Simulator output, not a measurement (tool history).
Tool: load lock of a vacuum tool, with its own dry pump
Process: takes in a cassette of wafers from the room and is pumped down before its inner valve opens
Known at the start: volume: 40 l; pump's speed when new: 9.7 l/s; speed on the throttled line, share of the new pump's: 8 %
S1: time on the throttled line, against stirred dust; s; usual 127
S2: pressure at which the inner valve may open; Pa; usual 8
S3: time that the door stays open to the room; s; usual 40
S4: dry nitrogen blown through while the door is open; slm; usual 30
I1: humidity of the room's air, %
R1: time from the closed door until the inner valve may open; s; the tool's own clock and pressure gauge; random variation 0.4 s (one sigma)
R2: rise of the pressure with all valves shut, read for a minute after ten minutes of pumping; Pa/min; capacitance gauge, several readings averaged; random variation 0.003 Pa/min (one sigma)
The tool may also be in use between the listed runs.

run,day,S1,S2,S3,S4,I1,R1,R2
1,0.000,127,8,40,30,47.7,159.1,0.073
2,13.300,127,8,40,30,43.3,158.7,0.077
3,33.167,127,8,40,30,45.2,159.5,0.071
4,48.079,127,8,40,30,40.4,160.0,0.080
5,67.938,127,8,190,30,45.2,160.8,0.131
6,80.454,127,8,40,30,44.0,161.1,0.095
7,97.112,127,8,40,30,44.8,160.8,0.101
8,112.275,193,8,40,30,45.3,220.7,0.103
9,125.617,127,8,40,30,48.5,160.9,0.104
10,140.179,127,8,40,5,39.7,161.7,0.129
11,153.683,127,8,40,30,45.5,162.3,0.120
12,173.471,127,8,40,30,41.8,162.1,0.126
13,182.979,127,8,40,30,44.3,162.1,0.120
14,197.267,127,8,40,30,44.2,163.2,0.127
15,208.617,127,6,40,30,42.3,164.6,0.133
16,225.108,127,6,40,30,44.4,165.0,0.143
# day 239.721: dry pump taken out, an overhauled one fitted
17,243.075,127,8,40,30,45.9,155.9,0.145
18,252.950,127,8,40,30,44.7,156.0,0.151
19,271.862,127,8,40,30,42.6,156.6,0.156
20,281.588,127,8,40,30,45.8,156.7,0.161

Run 21 comes next. What will it give?
21,291.292,127,8,40,30,44.0,?,?

{"run 21": {"R1": 155.6, "R2": 0.165}}
Without the tool's hidden state the same run would have given R1 155.1 s, R2 0.021 Pa/min.
